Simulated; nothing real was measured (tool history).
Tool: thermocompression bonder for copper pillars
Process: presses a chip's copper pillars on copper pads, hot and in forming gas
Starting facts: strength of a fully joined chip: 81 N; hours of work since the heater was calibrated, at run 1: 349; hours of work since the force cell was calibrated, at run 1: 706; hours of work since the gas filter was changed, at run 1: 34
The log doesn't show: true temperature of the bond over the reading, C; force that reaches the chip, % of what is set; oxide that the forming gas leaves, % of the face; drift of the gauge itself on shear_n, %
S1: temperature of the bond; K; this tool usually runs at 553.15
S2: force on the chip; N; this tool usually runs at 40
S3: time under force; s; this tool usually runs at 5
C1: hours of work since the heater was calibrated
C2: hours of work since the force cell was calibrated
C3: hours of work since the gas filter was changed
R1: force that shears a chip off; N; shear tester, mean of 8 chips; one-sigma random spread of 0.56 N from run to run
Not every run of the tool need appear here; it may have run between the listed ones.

| run | hour | S1 | S2 | S3 | C1 | C2 | C3 | R1 |
|---|---|---|---|---|---|---|---|---|
| 1 | 0.0 | 553.15 | 40 | 5 | 349 | 706 | 34 | 55.0 |
| 2 | 24.7 | 531.15 | 40 | 5 | 361 | 719 | 47 | 46.0 |
| 3 | 53.5 | 553.15 | 40 | 5 | 376 | 733 | 61 | 54.8 |
| 4 | 76.6 | 553.15 | 40 | 5 | 387 | 745 | 73 | 53.9 |
| 5 | 106.6 | 534.15 | 40 | 5 | 402 | 760 | 88 | 46.2 |
| 6 | 132.1 | 534.15 | 40 | 5 | 415 | 773 | 101 | 46.7 |
| 7 | 151.9 | 534.15 | 40 | 4 | 425 | 782 | 111 | 43.6 |
| 8 | 182.4 | 553.15 | 26 | 5 | 440 | 798 | 126 | 42.6 |
|  | 195.7 | force cell calibrated |
| 9 | 211.9 | 553.15 | 26 | 5 | 454 | 8 | 140 | 44.9 |
| 10 | 235.7 | 553.15 | 40 | 5 | 466 | 20 | 152 | 54.5 |
| 11 | 252.2 | 553.15 | 40 | 5 | 475 | 28 | 160 | 53.4 |
| 12 | 271.2 | 553.15 | 28 | 5 | 484 | 38 | 170 | 45.2 |
| 13 | 287.7 | 553.15 | 39 | 5 | 492 | 46 | 178 | 54.0 |
| 14 | 314.1 | 562.15 | 53 | 3 | 505 | 59 | 191 | 55.0 |
|  | 338.5 | forming gas filter changed |
| 15 | 338.5 | 562.15 | 53 | 3 | 517 | 71 | 0 | 59.6 |
| 16 | 369.7 | 572.15 | 32 | 8 | 533 | 87 | 16 | 63.7 |
| 17 | 386.1 | 572.15 | 32 | 8 | 541 | 95 | 24 | 63.9 |
| 18 | 406.5 | 551.15 | 42 | 7 | 552 | 105 | 34 | 61.2 |
| 19 | 421.5 | 536.15 | 46 | 7 | 559 | 113 | 42 | 58.7 |
| 20 | 456.3 | 553.15 | 24 | 10 | 576 | 130 | 59 | 53.9 |
| 21 | 489.0 | 553.15 | 24 | 10 | 593 | 147 | 75 | 53.7 |
| 22 | 512.7 | 539.15 | 40 | 5 | 605 | 158 | 87 | 50.5 |
| 23 | 532.1 | 575.15 | 26 | 4 | 614 | 168 | 97 | 48.5 |
| 24 | 565.1 | 575.15 | 26 | 4 | 631 | 185 | 113 | 48.8 |
| 25 | 586.6 | 575.15 | 26 | 4 | 642 | 196 | 124 | 47.5 |

What if the next run were any one of these 4? Each begins from the tool's condition after run 25:
| A | 614.7 | 565.15 | 26 | 4 | 656 | 210 | 138 | ? |
| B | 614.7 | 561.15 | 42 | 3 | 656 | 210 | 138 | ? |
| C | 614.7 | 583.15 | 26 | 8 | 656 | 210 | 138 | ? |
| D | 614.7 | 576.15 | 40 | 5 | 656 | 210 | 138 | ? |

| run | R1 |
|---|---|
| A | 44.8 |
| B | 51.4 |
| C | 61.4 |
| D | 61.3 |
Stripped of hidden state, with their random variation kept, the same runs would have yielded:
| run | R1 |
|---|---|
| A | 45.7 |
| B | 52.7 |
| C | 63.6 |
| D | 63.5 |

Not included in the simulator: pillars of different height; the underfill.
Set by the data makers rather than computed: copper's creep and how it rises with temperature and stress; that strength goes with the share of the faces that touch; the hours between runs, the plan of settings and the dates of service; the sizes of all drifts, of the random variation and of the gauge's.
